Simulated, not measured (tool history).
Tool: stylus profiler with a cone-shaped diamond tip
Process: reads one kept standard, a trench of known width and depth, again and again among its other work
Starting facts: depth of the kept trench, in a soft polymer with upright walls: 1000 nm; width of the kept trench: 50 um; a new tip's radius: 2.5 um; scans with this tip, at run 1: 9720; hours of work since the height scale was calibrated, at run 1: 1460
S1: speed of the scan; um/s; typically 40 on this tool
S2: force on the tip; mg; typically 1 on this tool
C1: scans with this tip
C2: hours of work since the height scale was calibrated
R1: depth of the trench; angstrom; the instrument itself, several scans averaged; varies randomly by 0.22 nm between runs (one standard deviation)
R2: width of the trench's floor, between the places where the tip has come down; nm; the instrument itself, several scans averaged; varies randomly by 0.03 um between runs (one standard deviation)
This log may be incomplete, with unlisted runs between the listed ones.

| run | hour | S1 | S2 | C1 | C2 | R1 | R2 |
|---|---|---|---|---|---|---|---|
| 1 | 0 | 40 | 1 | 9720 | 1460 | 10097 | 44160 |
| 2 | 43.1 | 40 | 1 | 9915 | 1489 | 10101.7 | 44040 |
| 3 | 118.8 | 40 | 1 | 10255 | 1540 | 10102.3 | 43990 |
| 4 | 169.8 | 40 | 1 | 10485 | 1574 | 10106.7 | 43960 |
| 5 | 242.8 | 40 | 1 | 10814 | 1624 | 10106.4 | 43960 |
| 6 | 283.3 | 40 | 1 | 10997 | 1651 | 10108.5 | 43900 |
| 7 | 356.1 | 77 | 1 | 11324 | 1700 | 10110.1 | 43710 |
| 8 | 435.2 | 68 | 1 | 11680 | 1754 | 10111.6 | 43760 |
| 9 | 506.6 | 43 | 1 | 12002 | 1802 | 10109.7 | 43700 |
| 10 | 563.4 | 40 | 2.87 | 12258 | 1841 | 10154.7 | 43830 |
| 11 | 610.1 | 40 | 2.87 | 12468 | 1872 | 10157.2 | 43800 |
| 12 | 679.3 | 40 | 2.87 | 12780 | 1919 | 10159.6 | 43720 |
|  | 724.1 | height scale calibrated on a step standard |
| 13 | 731 | 40 | 1.14 | 13011 | 5 | 10045.8 | 43700 |
| 14 | 784.4 | 40 | 1.14 | 13251 | 41 | 10045.9 | 43620 |
| 15 | 864.7 | 40 | 1.14 | 13613 | 95 | 10045.5 | 43620 |
| 16 | 933.4 | 40 | 1 | 13922 | 142 | 10041.6 | 43510 |
| 17 | 973.3 | 40 | 1 | 14102 | 169 | 10044.6 | 43510 |
| 18 | 1016.5 | 40 | 0.49 | 14296 | 198 | 10030.8 | 43360 |
| 19 | 1090.7 | 40 | 1 | 14631 | 248 | 10045.9 | 43450 |
| 20 | 1147.3 | 40 | 1 | 14885 | 286 | 10044.8 | 43440 |
| 21 | 1204.3 | 30 | 1 | 15142 | 325 | 10047 | 43390 |
| 22 | 1239.2 | 30 | 1 | 15300 | 348 | 10045.6 | 43430 |
| 23 | 1284.7 | 30 | 1 | 15505 | 379 | 10054.6 | 43350 |
| 24 | 1341.3 | 27 | 1 | 15759 | 417 | 10052.7 | 43370 |
| 25 | 1404.1 | 27 | 1 | 16042 | 460 | 10057.4 | 43330 |
| 26 | 1440.8 | 15 | 0.34 | 16208 | 485 | 10035.4 | 43290 |
| 27 | 1498.7 | 20 | 0.37 | 16469 | 524 | 10041.8 | 43200 |

Predict the results of run 28:
| 28 | 1572.4 | 117 | 1.34 | 16800 | 574 | ? | ? |

R1: 10072 angstrom
R2: 42960 nm
If the tool had no hidden condition, the same run with the same run-to-run variation would have returned R1 10049.5 angstrom, R2 45660 nm.
